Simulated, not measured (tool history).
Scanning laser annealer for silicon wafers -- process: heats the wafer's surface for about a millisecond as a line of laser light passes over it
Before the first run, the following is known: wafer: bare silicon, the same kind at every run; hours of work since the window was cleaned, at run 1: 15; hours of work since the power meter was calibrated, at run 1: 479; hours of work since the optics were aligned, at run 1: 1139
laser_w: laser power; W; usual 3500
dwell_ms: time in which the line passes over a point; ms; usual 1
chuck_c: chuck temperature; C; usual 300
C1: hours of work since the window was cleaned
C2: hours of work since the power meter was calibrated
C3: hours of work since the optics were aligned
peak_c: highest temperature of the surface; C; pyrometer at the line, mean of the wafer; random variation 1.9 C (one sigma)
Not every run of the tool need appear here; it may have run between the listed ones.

{"run": 1, "hour": 0.0, "laser_w": 3500, "dwell_ms": 1, "chuck_c": 300, "C1": 15, "C2": 479, "C3": 1139, "peak_c": 1135}
{"run": 2, "hour": 58.3, "laser_w": 3500, "dwell_ms": 1, "chuck_c": 294, "C1": 52, "C2": 516, "C3": 1177, "peak_c": 1126}
{"run": 3, "hour": 95.7, "laser_w": 3500, "dwell_ms": 1, "chuck_c": 294, "C1": 76, "C2": 540, "C3": 1200, "peak_c": 1128}
{"run": 4, "hour": 140.8, "laser_w": 3500, "dwell_ms": 1, "chuck_c": 294, "C1": 105, "C2": 569, "C3": 1229, "peak_c": 1126}
{"run": 5, "hour": 196.0, "laser_w": 3500, "dwell_ms": 1, "chuck_c": 294, "C1": 140, "C2": 604, "C3": 1264, "peak_c": 1126}
{"run": 6, "hour": 238.4, "laser_w": 3500, "dwell_ms": 1, "chuck_c": 300, "C1": 167, "C2": 631, "C3": 1291, "peak_c": 1132}
{"run": 7, "hour": 290.5, "laser_w": 3500, "dwell_ms": 1, "chuck_c": 300, "C1": 200, "C2": 664, "C3": 1325, "peak_c": 1129}
{"run": 8, "hour": 336.4, "laser_w": 3500, "dwell_ms": 1, "chuck_c": 300, "C1": 230, "C2": 693, "C3": 1354, "peak_c": 1130}
{"run": 9, "hour": 370.0, "laser_w": 3500, "dwell_ms": 1, "chuck_c": 300, "C1": 251, "C2": 715, "C3": 1375, "peak_c": 1132}
{"hour": 401.9, "done": "optics aligned, line set to its width"}
{"run": 10, "hour": 403.2, "laser_w": 3093, "dwell_ms": 1, "chuck_c": 300, "C1": 269, "C2": 733, "C3": 1, "peak_c": 1038}
{"run": 11, "hour": 432.0, "laser_w": 3093, "dwell_ms": 1, "chuck_c": 300, "C1": 287, "C2": 751, "C3": 19, "peak_c": 1041}
{"run": 12, "hour": 494.5, "laser_w": 3393, "dwell_ms": 0.78, "chuck_c": 277, "C1": 327, "C2": 791, "C3": 59, "peak_c": 989}
{"run": 13, "hour": 555.7, "laser_w": 3749, "dwell_ms": 0.71, "chuck_c": 310, "C1": 366, "C2": 830, "C3": 98, "peak_c": 1060}
{"run": 14, "hour": 582.4, "laser_w": 3500, "dwell_ms": 1, "chuck_c": 299, "C1": 383, "C2": 847, "C3": 115, "peak_c": 1122}
{"run": 15, "hour": 620.1, "laser_w": 3500, "dwell_ms": 1, "chuck_c": 299, "C1": 407, "C2": 871, "C3": 139, "peak_c": 1122}
{"run": 16, "hour": 651.5, "laser_w": 3111, "dwell_ms": 0.77, "chuck_c": 271, "C1": 427, "C2": 891, "C3": 159, "peak_c": 927}
{"hour": 673.1, "done": "window over the wafer cleaned"}
{"hour": 717.1, "done": "optics aligned, line set to its width, once more"}
{"run": 17, "hour": 717.1, "laser_w": 3111, "dwell_ms": 0.77, "chuck_c": 276, "C1": 25, "C2": 928, "C3": 0, "peak_c": 946}
{"run": 18, "hour": 777.8, "laser_w": 3036, "dwell_ms": 1.09, "chuck_c": 302, "C1": 64, "C2": 967, "C3": 39, "peak_c": 1074}
{"run": 19, "hour": 828.0, "laser_w": 3036, "dwell_ms": 1.09, "chuck_c": 302, "C1": 96, "C2": 999, "C3": 71, "peak_c": 1070}
{"run": 20, "hour": 865.5, "laser_w": 3099, "dwell_ms": 1, "chuck_c": 300, "C1": 119, "C2": 1023, "C3": 95, "peak_c": 1053}
{"run": 21, "hour": 924.8, "laser_w": 3654, "dwell_ms": 1.14, "chuck_c": 300, "C1": 157, "C2": 1061, "C3": 132, "peak_c": 1226}
{"run": 22, "hour": 979.4, "laser_w": 3500, "dwell_ms": 0.84, "chuck_c": 277, "C1": 192, "C2": 1095, "C3": 167, "peak_c": 1052}

Alternative continuations, all from the tool just after run 22; predict every row:
{"run": "A", "hour": 1017.9, "laser_w": 3680, "dwell_ms": 1.15, "chuck_c": 323, "C1": 217, "C2": 1120, "C3": 192, "peak_c": "?"}
{"run": "B", "hour": 1017.9, "laser_w": 3500, "dwell_ms": 0.8, "chuck_c": 321, "C1": 217, "C2": 1120, "C3": 192, "peak_c": "?"}
{"run": "C", "hour": 1017.9, "laser_w": 3701, "dwell_ms": 0.92, "chuck_c": 300, "C1": 217, "C2": 1120, "C3": 192, "peak_c": "?"}

run=A peak_c=1259
run=B peak_c=1077
run=C peak_c=1148
What these runs would have given with no unlogged condition in the tool:
run=A peak_c=1261
run=B peak_c=1079
run=C peak_c=1150
